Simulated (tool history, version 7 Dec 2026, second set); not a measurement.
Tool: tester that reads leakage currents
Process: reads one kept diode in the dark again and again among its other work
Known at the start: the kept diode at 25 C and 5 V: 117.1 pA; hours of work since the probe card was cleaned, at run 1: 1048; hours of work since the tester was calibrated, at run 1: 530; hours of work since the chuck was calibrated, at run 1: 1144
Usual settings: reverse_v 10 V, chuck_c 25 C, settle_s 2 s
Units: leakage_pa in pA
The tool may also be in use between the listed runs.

run	hour	reverse_v	chuck_c	settle_s	hours of work since the probe card was cleaned	hours of work since the tester was calibrated	hours of work since the chuck was calibrated	leakage_pa
1	0	10	25	2	1048	530	1144	200.95
2	62.9	10	25	1.2	1077	559	1173	202.98
3	100.8	10	25	0.88	1094	577	1191	204.2
# hour 119.7: chuck's temperature calibrated
4	156.3	6	25	0.88	1119	602	17	141.55
5	229.2	10	25	2	1152	635	51	182.32
6	301.4	10	25	2	1186	669	84	183.87
7	354.4	10	25	2	1210	693	108	184.8
# hour 394.7: probe card cleaned and baked
8	434.1	10	25	2	18	728	144	167.99
9	483.5	10	25	2	41	751	166	167.42
10	560.3	10	25	2	76	787	202	169.52
11	597	10	25	2	93	804	219	169.51
12	646.6	10	25	2	116	827	242	171.01
13	681.4	10	25	2	132	843	258	170.97
14	759.7	10	41	2	168	879	294	656.22
15	823.2	10	25	2.98	198	908	323	172.96
16	898.6	10	25	6.48	233	943	358	173.43
17	936.5	10	25	6.48	250	960	376	174.49
18	980.5	10	25	6.48	270	981	396	175.32
19	1035.3	4.7	25	2	296	1006	421	125.19
20	1110.1	15	46	0.86	330	1040	456	1192.38
21	1153.8	2	24	4.12	350	1061	476	77.86
22	1196.1	2	24	4.12	370	1080	495	78.31
23	1267.9	2	24	4.12	403	1113	529	78.48
24	1320.8	2	29	4.12	427	1138	553	121.37
25	1381.9	2	29	4.12	456	1166	581	121.81
26	1451.1	19.4	29	4.12	488	1198	613	351.2
27	1520	19.4	29	4.12	519	1230	645	355.26
28	1553.4	19.4	29	4.12	535	1245	660	353.97
29	1596.3	1.6	25	2	555	1265	680	79.84
30	1635.2	4.1	20	2.34	573	1283	698	80.11
31	1667.5	5	49	2.34	587	1298	713	940.86
32	1726.3	10	37	4.6	615	1325	740	508.96
33	1773.9	10	37	4.6	637	1347	762	506.61
34	1843.9	10	22	0.31	669	1379	794	156.12
35	1915.7	1.5	25	3.86	702	1412	828	78.68
36	1969.5	1.5	25	3.86	727	1437	852	79.08
37	2048.1	8.8	43	0.84	763	1473	889	785.57

Forecast each of these 4 alternatives for the next run:
A	2106.5	3	30	7.13	790	1500	916	?
B	2106.5	10.2	25	7.98	790	1500	916	?
C	2106.5	17.2	43	0.84	790	1500	916	?
D	2106.5	8.1	30	1.12	790	1500	916	?

run	leakage_pa
A	168.31
B	196.61
C	1075.29
D	268.28
Without the tool's hidden state the same runs would have given:
run	leakage_pa
A	144.82
B	161.67
C	936.25
D	227.61

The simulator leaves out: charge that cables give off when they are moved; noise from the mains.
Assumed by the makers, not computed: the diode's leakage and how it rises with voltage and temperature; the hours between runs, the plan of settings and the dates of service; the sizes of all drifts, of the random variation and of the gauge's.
